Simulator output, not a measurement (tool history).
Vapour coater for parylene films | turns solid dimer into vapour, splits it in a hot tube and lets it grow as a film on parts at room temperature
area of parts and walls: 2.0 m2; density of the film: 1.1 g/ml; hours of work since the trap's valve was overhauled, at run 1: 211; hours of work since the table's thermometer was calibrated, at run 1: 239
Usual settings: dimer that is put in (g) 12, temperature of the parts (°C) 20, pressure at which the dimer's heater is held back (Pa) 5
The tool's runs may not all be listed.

| run | hour | dimer that is put in (g) | temperature of the parts (°C) | pressure at which the dimer's heater is held back (Pa) | hours of work since the trap's valve was overhauled | hours of work since the table's thermometer was calibrated | thickness of the film (µm) |
|---|---|---|---|---|---|---|---|
| 1 | 0 | 12 | 20 | 5 | 211 | 239 | 2.83 |
| 2 | 15.9 | 12 | 20 | 5 | 224 | 252 | 2.83 |
| 3 | 24.6 | 12 | 20 | 5 | 231 | 259 | 2.84 |
| 4 | 44.8 | 12 | 20 | 4.86 | 248 | 276 | 2.76 |
| 5 | 60.8 | 12 | 20 | 4.86 | 261 | 289 | 2.78 |
| 6 | 78.8 | 12 | 20 | 4.86 | 276 | 304 | 2.76 |
| 7 | 88.2 | 12 | 20 | 4.86 | 283 | 312 | 2.74 |
|  | 100.5 | trap's valve overhauled |
| 8 | 106.5 | 12 | 20 | 4.86 | 5 | 324 | 3.03 |
| 9 | 124.2 | 14 | 20 | 4.86 | 20 | 338 | 3.48 |
| 10 | 140.6 | 14 | 20 | 4.86 | 33 | 352 | 3.46 |
| 11 | 155.6 | 14 | 20 | 4.86 | 45 | 364 | 3.52 |
| 12 | 174.1 | 14 | 20 | 4.86 | 61 | 379 | 3.45 |
| 13 | 190 | 14 | 20 | 4.86 | 74 | 392 | 3.39 |
| 14 | 200 | 12 | 20 | 4.13 | 82 | 401 | 3.01 |
| 15 | 208.5 | 12 | 20 | 5 | 89 | 408 | 2.92 |
| 16 | 219.9 | 12 | 20 | 5 | 98 | 417 | 2.95 |
| 17 | 234.2 | 12 | 20 | 5 | 110 | 429 | 2.96 |
| 18 | 252.4 | 12 | 20 | 5 | 125 | 444 | 2.88 |
| 19 | 262 | 12 | 20 | 5 | 133 | 452 | 2.84 |
| 20 | 281.3 | 12 | 20 | 5 | 149 | 468 | 2.88 |
| 21 | 291.3 | 15 | 20 | 5 | 157 | 476 | 3.55 |
| 22 | 304.3 | 12 | 20 | 4.75 | 168 | 487 | 2.88 |
| 23 | 323.9 | 12 | 20 | 4.75 | 184 | 503 | 2.87 |
| 24 | 332.2 | 12 | 27 | 6.45 | 191 | 510 | 2.13 |
| 25 | 345.5 | 12 | 16 | 2.63 | 202 | 521 | 3.6 |
| 26 | 361.6 | 7 | 12 | 2.26 | 215 | 534 | 2.46 |
| 27 | 377.7 | 7 | 20 | 5 | 229 | 547 | 1.63 |
| 28 | 390.8 | 12 | 27 | 5 | 239 | 558 | 2.22 |
| 29 | 409.6 | 11 | 23 | 10.6 | 255 | 573 | 1.93 |
| 30 | 425.4 | 7 | 15 | 7.41 | 268 | 586 | 1.75 |
| 31 | 443.7 | 7 | 15 | 7.41 | 283 | 602 | 1.75 |
|  | 457 | trap's valve overhauled |
| 32 | 467.5 | 7 | 15 | 7.41 | 9 | 618 | 1.92 |
| 33 | 485.6 | 6 | 20 | 5 | 24 | 633 | 1.49 |
| 34 | 494.2 | 6 | 20 | 5 | 31 | 640 | 1.46 |
| 35 | 512.1 | 10 | 27 | 10.13 | 45 | 655 | 1.66 |
| 36 | 526.7 | 5 | 22 | 7.83 | 57 | 667 | 1.09 |
| 37 | 542.8 | 15 | 20 | 4.36 | 71 | 680 | 3.69 |
| 38 | 552.9 | 15 | 20 | 4.36 | 79 | 688 | 3.71 |
| 39 | 568.2 | 15 | 20 | 4.35 | 92 | 701 | 3.76 |
| 40 | 581.8 | 6 | 20 | 7.37 | 103 | 712 | 1.34 |
| 41 | 599.2 | 12 | 20 | 9.38 | 117 | 726 | 2.54 |
| 42 | 613.2 | 12 | 20 | 2.19 | 129 | 738 | 3.37 |
| 43 | 631.4 | 8 | 14 | 5 | 144 | 753 | 2.32 |
| 44 | 639.9 | 20 | 15 | 4.03 | 151 | 760 | 5.95 |

Forecast each of these 5 alternatives for the next run:
| A | 657.5 | 20 | 18 | 3.07 | 165 | 775 | ? |
| B | 657.5 | 10 | 25 | 2.45 | 165 | 775 | ? |
| C | 657.5 | 7 | 13 | 4.03 | 165 | 775 | ? |
| D | 657.5 | 6 | 15 | 3.33 | 165 | 775 | ? |
| E | 657.5 | 12 | 20 | 8.33 | 165 | 775 | ? |

| run | thickness of the film (µm) |
|---|---|
| A | 5.56 |
| B | 2.25 |
| C | 2.13 |
| D | 1.78 |
| E | 2.54 |
Without the tool's hidden state the same runs would have given:
| run | thickness of the film (µm) |
|---|---|
| A | 6 |
| B | 2.43 |
| C | 2.3 |
| D | 1.92 |
| E | 2.74 |
